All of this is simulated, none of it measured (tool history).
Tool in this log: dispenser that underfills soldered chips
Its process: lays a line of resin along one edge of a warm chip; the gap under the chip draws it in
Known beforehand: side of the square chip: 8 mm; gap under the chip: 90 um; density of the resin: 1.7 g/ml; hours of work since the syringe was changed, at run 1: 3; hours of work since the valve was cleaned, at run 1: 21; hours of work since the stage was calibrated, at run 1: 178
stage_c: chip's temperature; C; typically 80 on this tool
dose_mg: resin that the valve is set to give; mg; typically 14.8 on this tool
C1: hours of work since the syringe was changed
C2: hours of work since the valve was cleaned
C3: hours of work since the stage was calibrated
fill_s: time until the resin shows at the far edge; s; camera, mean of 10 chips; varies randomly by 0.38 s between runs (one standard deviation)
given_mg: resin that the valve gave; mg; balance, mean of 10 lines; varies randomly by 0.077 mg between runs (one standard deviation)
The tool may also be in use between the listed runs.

run 1 hour=0 | stage_c=80 dose_mg=14.8 | C1=3 C2=21 C3=178 | fill_s=28.6 given_mg=14.55
-- hour=7 new syringe of resin
run 2 hour=7 | stage_c=80 dose_mg=14.8 | C1=0 C2=25 C3=182 | fill_s=22 given_mg=14.51
run 3 hour=14.1 | stage_c=80 dose_mg=14.8 | C1=4 C2=29 C3=186 | fill_s=30.7 given_mg=14.5
-- hour=19 new syringe of resin
run 4 hour=21.1 | stage_c=69 dose_mg=14.8 | C1=1 C2=33 C3=190 | fill_s=44.6 given_mg=14.53
run 5 hour=26.4 | stage_c=92 dose_mg=14.8 | C1=4 C2=36 C3=193 | fill_s=16.7 given_mg=14.48
-- hour=31.1 new syringe of resin
run 6 hour=33.2 | stage_c=80 dose_mg=14.8 | C1=1 C2=40 C3=197 | fill_s=23.8 given_mg=14.36
run 7 hour=40.3 | stage_c=80 dose_mg=14.8 | C1=6 C2=44 C3=201 | fill_s=33.3 given_mg=14.36
-- hour=43.2 new syringe of resin
run 8 hour=44.6 | stage_c=80 dose_mg=14.8 | C1=1 C2=47 C3=204 | fill_s=23.3 given_mg=14.51
run 9 hour=50.3 | stage_c=87 dose_mg=14.8 | C1=4 C2=50 C3=207 | fill_s=21.2 given_mg=14.39
run 10 hour=54.1 | stage_c=80 dose_mg=14.8 | C1=7 C2=53 C3=210 | fill_s=35.8 given_mg=14.51
-- hour=55.6 new syringe of resin
run 11 hour=59 | stage_c=80 dose_mg=14.8 | C1=2 C2=55 C3=212 | fill_s=26 given_mg=14.35
run 12 hour=66.4 | stage_c=80 dose_mg=14.8 | C1=6 C2=60 C3=217 | fill_s=36.4 given_mg=14.22
-- hour=67.9 new syringe of resin
run 13 hour=70.8 | stage_c=80 dose_mg=14.8 | C1=2 C2=62 C3=219 | fill_s=24.6 given_mg=14.36
run 14 hour=76.1 | stage_c=80 dose_mg=14.8 | C1=5 C2=66 C3=223 | fill_s=31.1 given_mg=14.25
-- hour=80.2 new syringe of resin
run 15 hour=83.1 | stage_c=80 dose_mg=14.8 | C1=2 C2=70 C3=227 | fill_s=24.6 given_mg=14.2
run 16 hour=91.5 | stage_c=80 dose_mg=14.8 | C1=7 C2=75 C3=232 | fill_s=35.7 given_mg=14.03
-- hour=92.5 new syringe of resin
run 17 hour=95.2 | stage_c=80 dose_mg=14.8 | C1=2 C2=77 C3=234 | fill_s=24 given_mg=14.12
run 18 hour=99.2 | stage_c=80 dose_mg=14.8 | C1=4 C2=79 C3=236 | fill_s=28.7 given_mg=14.14
-- hour=104.6 new syringe of resin
run 19 hour=107.2 | stage_c=80 dose_mg=14.8 | C1=2 C2=84 C3=241 | fill_s=25 given_mg=14.14
run 20 hour=110.7 | stage_c=80 dose_mg=14.8 | C1=4 C2=86 C3=243 | fill_s=29.1 given_mg=14.01
run 21 hour=115.8 | stage_c=75 dose_mg=16 | C1=7 C2=89 C3=246 | fill_s=46.4 given_mg=15.08
-- hour=116.6 new syringe of resin
run 22 hour=122 | stage_c=75 dose_mg=16 | C1=3 C2=93 C3=249 | fill_s=35.1 given_mg=15.04
run 23 hour=125.5 | stage_c=72 dose_mg=14.1 | C1=5 C2=95 C3=252 | fill_s=49.4 given_mg=13.34
-- hour=128.7 new syringe of resin
run 24 hour=129.2 | stage_c=72 dose_mg=14.1 | C1=0 C2=97 C3=254 | fill_s=36.3 given_mg=13.21
run 25 hour=132.7 | stage_c=72 dose_mg=14.1 | C1=2 C2=99 C3=256 | fill_s=41.3 given_mg=13.29
run 26 hour=139.7 | stage_c=85 dose_mg=17.7 | C1=7 C2=103 C3=260 | fill_s=27.6 given_mg=16.64
-- hour=141.2 dispensing valve cleaned and set on the balance
-- hour=142.2 new syringe of resin
run 27 hour=149 | stage_c=81 dose_mg=16.5 | C1=4 C2=5 C3=265 | fill_s=27.6 given_mg=16.29
-- hour=154.4 new syringe of resin
run 28 hour=155.5 | stage_c=79 dose_mg=16.9 | C1=1 C2=8 C3=269 | fill_s=23.1 given_mg=16.64
run 29 hour=161.2 | stage_c=77 dose_mg=13 | C1=4 C2=12 C3=272 | fill_s=34.8 given_mg=12.8
run 30 hour=165.7 | stage_c=66 dose_mg=13.8 | C1=7 C2=14 C3=275 | fill_s=75.1 given_mg=13.71
-- hour=166.7 new syringe of resin
run 31 hour=171.7 | stage_c=91 dose_mg=12.8 | C1=3 C2=18 C3=278 | fill_s=15.6 given_mg=12.67
run 32 hour=175.1 | stage_c=86 dose_mg=14.8 | C1=5 C2=20 C3=280 | fill_s=22.7 given_mg=14.68
-- hour=179.3 new syringe of resin
run 33 hour=182.5 | stage_c=66 dose_mg=14.1 | C1=2 C2=24 C3=284 | fill_s=54.1 given_mg=14.13
run 34 hour=190.4 | stage_c=68 dose_mg=18.3 | C1=7 C2=29 C3=289 | fill_s=62.9 given_mg=18.02
-- hour=192 new syringe of resin
run 35 hour=195.5 | stage_c=74 dose_mg=14.8 | C1=2 C2=32 C3=292 | fill_s=35.6 given_mg=14.6

5 options for the next run, each taken on its own from the tool as it stands now. Forecast them:
run A hour=202.4 | stage_c=74 dose_mg=13.2 | C1=6 C2=36 C3=296 | fill_s=? given_mg=?
run B hour=202.4 | stage_c=73 dose_mg=15.8 | C1=6 C2=36 C3=296 | fill_s=? given_mg=?
run C hour=202.4 | stage_c=88 dose_mg=13.1 | C1=6 C2=36 C3=296 | fill_s=? given_mg=?
run D hour=202.4 | stage_c=86 dose_mg=13.9 | C1=6 C2=36 C3=296 | fill_s=? given_mg=?
run E hour=202.4 | stage_c=80 dose_mg=15 | C1=6 C2=36 C3=296 | fill_s=? given_mg=?

run=A fill_s=47.5 given_mg=13.05
run=B fill_s=49.3 given_mg=15.49
run=C fill_s=24.2 given_mg=12.83
run=D fill_s=25.3 given_mg=13.46
run=E fill_s=33.5 given_mg=14.49
With no hidden state in the tool, these same runs would have given:
run=A fill_s=33.6 given_mg=13.33
run=B fill_s=35 given_mg=15.82
run=C fill_s=17.1 given_mg=13.1
run=D fill_s=17.7 given_mg=13.75
run=E fill_s=23.5 given_mg=14.79

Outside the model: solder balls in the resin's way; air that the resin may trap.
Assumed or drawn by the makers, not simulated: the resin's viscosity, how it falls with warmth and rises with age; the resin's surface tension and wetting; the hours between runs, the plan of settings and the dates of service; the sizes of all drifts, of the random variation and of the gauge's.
